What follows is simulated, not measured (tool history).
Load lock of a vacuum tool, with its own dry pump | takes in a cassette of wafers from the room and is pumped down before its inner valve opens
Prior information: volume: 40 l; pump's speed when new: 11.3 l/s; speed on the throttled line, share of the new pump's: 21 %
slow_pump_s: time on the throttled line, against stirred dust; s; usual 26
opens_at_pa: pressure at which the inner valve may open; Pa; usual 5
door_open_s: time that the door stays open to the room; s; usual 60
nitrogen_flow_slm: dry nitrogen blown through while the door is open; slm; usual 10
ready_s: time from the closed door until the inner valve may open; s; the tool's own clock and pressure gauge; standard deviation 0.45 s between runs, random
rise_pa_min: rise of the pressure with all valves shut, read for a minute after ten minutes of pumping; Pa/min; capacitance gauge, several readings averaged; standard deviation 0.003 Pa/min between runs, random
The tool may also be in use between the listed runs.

run	day	slow_pump_s	opens_at_pa	door_open_s	nitrogen_flow_slm	incoming humidity of the room's air, %	ready_s	rise_pa_min
1	0.000	26	5	60	10	45.6	58.3	0.142
2	4.571	26	5	60	10	43.8	57.2	0.151
3	10.462	26	5	60	10	47.8	58.0	0.161
4	15.967	26	5	60	10	45.7	57.8	0.164
5	21.821	26	5	60	10	47.1	57.5	0.166
6	24.612	26	5	60	10	46.3	58.0	0.178
7	29.400	26	5	60	10	46.8	58.3	0.180
8	33.696	13	5	60	10	45.0	47.9	0.178
9	37.929	13	5	60	21	47.2	48.4	0.176
10	41.392	33	6	200	31	44.9	62.4	0.207
11	46.779	19	5	60	36	47.1	52.9	0.171
12	50.958	19	5	60	36	45.3	52.5	0.177
13	55.288	19	5	60	36	43.5	52.8	0.181
14	59.412	26	5	38	10	43.3	58.7	0.192

4 ways to go on from here, each from the tool as it stands after run 14. What would each give?
A	63.117	26	6	40	4	44.7	?	?
B	63.117	20	5	60	10	40.6	?	?
C	63.117	46	5	60	10	42.3	?	?
D	63.117	26	6	160	10	43.6	?	?

run	ready_s	rise_pa_min
A	58.7	0.199
B	53.6	0.206
C	74.3	0.206
D	58.0	0.247
Had the tool no hidden state, the same runs would have come out as:
run	ready_s	rise_pa_min
A	56.3	0.042
B	51.1	0.045
C	72.1	0.049
D	55.5	0.090
